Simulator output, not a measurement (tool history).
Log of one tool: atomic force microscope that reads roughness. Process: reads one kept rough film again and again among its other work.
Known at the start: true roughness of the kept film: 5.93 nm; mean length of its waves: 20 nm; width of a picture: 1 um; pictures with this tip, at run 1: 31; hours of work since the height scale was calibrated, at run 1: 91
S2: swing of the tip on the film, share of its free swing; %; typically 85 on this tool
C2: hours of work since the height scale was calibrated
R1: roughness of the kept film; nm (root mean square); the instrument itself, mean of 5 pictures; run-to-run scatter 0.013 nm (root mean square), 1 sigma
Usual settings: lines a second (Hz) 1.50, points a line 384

{"run": 1, "hour": 0.0, "lines a second (Hz)": 1.5, "S2": 85, "points a line": 384, "pictures with this tip": 31, "C2": 91, "R1": 3.139}
{"run": 2, "hour": 17.1, "lines a second (Hz)": 1.5, "S2": 85, "points a line": 384, "pictures with this tip": 51, "C2": 99, "R1": 3.125}
{"run": 3, "hour": 30.4, "lines a second (Hz)": 1.5, "S2": 85, "points a line": 384, "pictures with this tip": 66, "C2": 105, "R1": 3.129}
{"run": 4, "hour": 53.0, "lines a second (Hz)": 1.5, "S2": 85, "points a line": 384, "pictures with this tip": 92, "C2": 116, "R1": 3.154}
{"run": 5, "hour": 69.0, "lines a second (Hz)": 1.5, "S2": 85, "points a line": 384, "pictures with this tip": 111, "C2": 124, "R1": 3.137}
{"run": 6, "hour": 92.1, "lines a second (Hz)": 1.5, "S2": 60, "points a line": 384, "pictures with this tip": 138, "C2": 135, "R1": 3.541}
{"run": 7, "hour": 119.4, "lines a second (Hz)": 1.5, "S2": 85, "points a line": 384, "pictures with this tip": 169, "C2": 148, "R1": 3.128}
{"run": 8, "hour": 146.9, "lines a second (Hz)": 1.5, "S2": 85, "points a line": 384, "pictures with this tip": 201, "C2": 161, "R1": 3.133}
{"run": 9, "hour": 159.4, "lines a second (Hz)": 1.5, "S2": 85, "points a line": 384, "pictures with this tip": 215, "C2": 167, "R1": 3.114}
{"run": 10, "hour": 174.4, "lines a second (Hz)": 0.55, "S2": 79, "points a line": 998, "pictures with this tip": 233, "C2": 174, "R1": 3.554}
{"run": 11, "hour": 185.9, "lines a second (Hz)": 1.29, "S2": 85, "points a line": 384, "pictures with this tip": 246, "C2": 179, "R1": 3.183}
{"run": 12, "hour": 209.3, "lines a second (Hz)": 0.57, "S2": 85, "points a line": 1015, "pictures with this tip": 273, "C2": 190, "R1": 3.49}
{"run": 13, "hour": 232.4, "lines a second (Hz)": 1.5, "S2": 71, "points a line": 784, "pictures with this tip": 300, "C2": 201, "R1": 3.404}
{"run": 14, "hour": 252.1, "lines a second (Hz)": 3.31, "S2": 73, "points a line": 655, "pictures with this tip": 322, "C2": 211, "R1": 3.09}
{"run": 15, "hour": 266.9, "lines a second (Hz)": 3.31, "S2": 73, "points a line": 655, "pictures with this tip": 339, "C2": 218, "R1": 3.082}

Alternative continuations, all from the tool just after run 15; predict every row:
{"run": "A", "hour": 293.3, "lines a second (Hz)": 2.19, "S2": 87, "points a line": 925, "pictures with this tip": 370, "C2": 230, "R1": "?"}
{"run": "B", "hour": 293.3, "lines a second (Hz)": 2.88, "S2": 70, "points a line": 384, "pictures with this tip": 370, "C2": 230, "R1": "?"}
{"run": "C", "hour": 293.3, "lines a second (Hz)": 1.5, "S2": 73, "points a line": 384, "pictures with this tip": 370, "C2": 230, "R1": "?"}

run=A R1=2.909
run=B R1=3.182
run=C R1=3.361
Without the tool's hidden state the same runs would have given:
run=A R1=2.916
run=B R1=3.190
run=C R1=3.369
